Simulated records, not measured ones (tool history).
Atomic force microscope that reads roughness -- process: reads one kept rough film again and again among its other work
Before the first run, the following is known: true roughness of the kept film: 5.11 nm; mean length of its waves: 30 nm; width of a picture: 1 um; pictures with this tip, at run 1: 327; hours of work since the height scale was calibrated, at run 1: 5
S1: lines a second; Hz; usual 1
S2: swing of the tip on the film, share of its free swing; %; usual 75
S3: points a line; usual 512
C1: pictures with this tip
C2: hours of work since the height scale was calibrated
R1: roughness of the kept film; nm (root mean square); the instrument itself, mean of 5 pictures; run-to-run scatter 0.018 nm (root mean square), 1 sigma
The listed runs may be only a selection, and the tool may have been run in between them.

run 1 day=0 | S1=1 S2=75 S3=512 | C1=327 C2=5 | R1=3.283
-- day=0.167 new tip fitted
run 2 day=0.329 | S1=1.41 S2=75 S3=512 | C1=7 C2=10 | R1=4.07
run 3 day=0.775 | S1=1.41 S2=75 S3=512 | C1=28 C2=17 | R1=3.998
run 4 day=1.083 | S1=1.41 S2=75 S3=512 | C1=43 C2=23 | R1=3.965
run 5 day=1.496 | S1=1 S2=75 S3=512 | C1=62 C2=29 | R1=4.034
run 6 day=1.942 | S1=1 S2=75 S3=512 | C1=83 C2=37 | R1=3.921
run 7 day=2.346 | S1=1 S2=75 S3=512 | C1=102 C2=44 | R1=3.9
run 8 day=2.688 | S1=1 S2=75 S3=512 | C1=117 C2=49 | R1=3.825
run 9 day=2.975 | S1=1 S2=75 S3=512 | C1=131 C2=54 | R1=3.792
run 10 day=3.375 | S1=1 S2=61 S3=512 | C1=149 C2=61 | R1=3.87
run 11 day=3.75 | S1=2.39 S2=75 S3=512 | C1=167 C2=67 | R1=3.397
run 12 day=4.112 | S1=2.39 S2=75 S3=512 | C1=184 C2=73 | R1=3.331
run 13 day=4.375 | S1=2.39 S2=75 S3=512 | C1=196 C2=77 | R1=3.314
run 14 day=4.808 | S1=2.39 S2=75 S3=512 | C1=216 C2=84 | R1=3.284
run 15 day=5.117 | S1=2.39 S2=75 S3=512 | C1=231 C2=90 | R1=3.226
run 16 day=5.338 | S1=1 S2=88 S3=512 | C1=241 C2=93 | R1=3.313
run 17 day=5.696 | S1=1 S2=75 S3=361 | C1=258 C2=99 | R1=3.445
run 18 day=6.15 | S1=1 S2=75 S3=361 | C1=279 C2=107 | R1=3.4
run 19 day=6.5 | S1=0.82 S2=75 S3=512 | C1=295 C2=112 | R1=3.4
run 20 day=6.746 | S1=0.82 S2=85 S3=512 | C1=307 C2=117 | R1=3.271
run 21 day=7.104 | S1=1 S2=75 S3=420 | C1=323 C2=123 | R1=3.302
-- day=7.362 new tip fitted
run 22 day=7.512 | S1=1 S2=75 S3=512 | C1=7 C2=129 | R1=4.205
run 23 day=7.746 | S1=1 S2=75 S3=512 | C1=18 C2=133 | R1=4.187
-- day=7.812 height scale calibrated on a step standard
run 24 day=8.229 | S1=1 S2=85 S3=512 | C1=39 C2=7 | R1=3.944
run 25 day=8.592 | S1=1 S2=85 S3=512 | C1=56 C2=13 | R1=3.893
run 26 day=8.908 | S1=1 S2=85 S3=512 | C1=71 C2=18 | R1=3.828
-- day=9.071 height scale calibrated on a step standard, once more
run 27 day=9.371 | S1=1 S2=85 S3=512 | C1=90 C2=5 | R1=3.76
run 28 day=9.738 | S1=2.91 S2=75 S3=499 | C1=107 C2=11 | R1=3.436
run 29 day=10.196 | S1=1.03 S2=84 S3=512 | C1=129 C2=19 | R1=3.662
run 30 day=10.471 | S1=2.38 S2=78 S3=355 | C1=142 C2=23 | R1=3.347
run 31 day=10.783 | S1=2.45 S2=57 S3=512 | C1=156 C2=28 | R1=3.77
run 32 day=11.038 | S1=3.41 S2=58 S3=436 | C1=168 C2=33 | R1=3.621
run 33 day=11.396 | S1=2.29 S2=58 S3=436 | C1=185 C2=39 | R1=3.673
run 34 day=11.829 | S1=2.29 S2=58 S3=436 | C1=205 C2=46 | R1=3.623
run 35 day=12.258 | S1=2.29 S2=58 S3=436 | C1=225 C2=53 | R1=3.557
run 36 day=12.446 | S1=2.29 S2=58 S3=436 | C1=234 C2=56 | R1=3.552
run 37 day=12.742 | S1=1.61 S2=73 S3=600 | C1=247 C2=61 | R1=3.378
run 38 day=12.971 | S1=3.28 S2=61 S3=700 | C1=258 C2=65 | R1=3.346
run 39 day=13.183 | S1=1 S2=75 S3=489 | C1=268 C2=68 | R1=3.41
run 40 day=13.421 | S1=1 S2=75 S3=489 | C1=279 C2=72 | R1=3.374
run 41 day=13.817 | S1=1 S2=62 S3=489 | C1=297 C2=79 | R1=3.47
run 42 day=14.067 | S1=1.43 S2=66 S3=931 | C1=309 C2=83 | R1=3.357
run 43 day=14.412 | S1=1.71 S2=75 S3=541 | C1=325 C2=89 | R1=3.149
-- day=14.612 new tip fitted
run 44 day=14.692 | S1=1.2 S2=75 S3=847 | C1=3 C2=93 | R1=4.193
run 45 day=14.958 | S1=0.83 S2=88 S3=648 | C1=16 C2=97 | R1=4.047
run 46 day=15.404 | S1=2.29 S2=60 S3=700 | C1=37 C2=105 | R1=4.131
run 47 day=15.654 | S1=2.29 S2=60 S3=700 | C1=48 C2=109 | R1=4.108
run 48 day=15.992 | S1=2.29 S2=60 S3=700 | C1=64 C2=114 | R1=4.048
run 49 day=16.262 | S1=1 S2=64 S3=602 | C1=77 C2=119 | R1=4.106
run 50 day=16.708 | S1=0.7 S2=64 S3=362 | C1=97 C2=126 | R1=4.089
run 51 day=16.946 | S1=1.38 S2=76 S3=512 | C1=109 C2=130 | R1=3.741
run 52 day=17.267 | S1=1.38 S2=76 S3=512 | C1=123 C2=136 | R1=3.731
run 53 day=17.604 | S1=1.61 S2=65 S3=512 | C1=139 C2=141 | R1=3.79
run 54 day=17.854 | S1=1.61 S2=59 S3=339 | C1=151 C2=145 | R1=3.821

Here are 3 independent what-if runs from the current tool condition. What would each one return?
run A day=18.221 | S1=3.51 S2=84 S3=896 | C1=168 C2=151 | R1=?
run B day=18.221 | S1=1 S2=72 S3=698 | C1=168 C2=151 | R1=?
run C day=18.221 | S1=1.08 S2=75 S3=512 | C1=168 C2=151 | R1=?

run=A R1=2.87
run=B R1=3.743
run=C R1=3.685
With the hidden condition removed and each run's random variation left untouched, the same runs would have given:
run=A R1=3.316
run=B R1=4.326
run=C R1=4.256
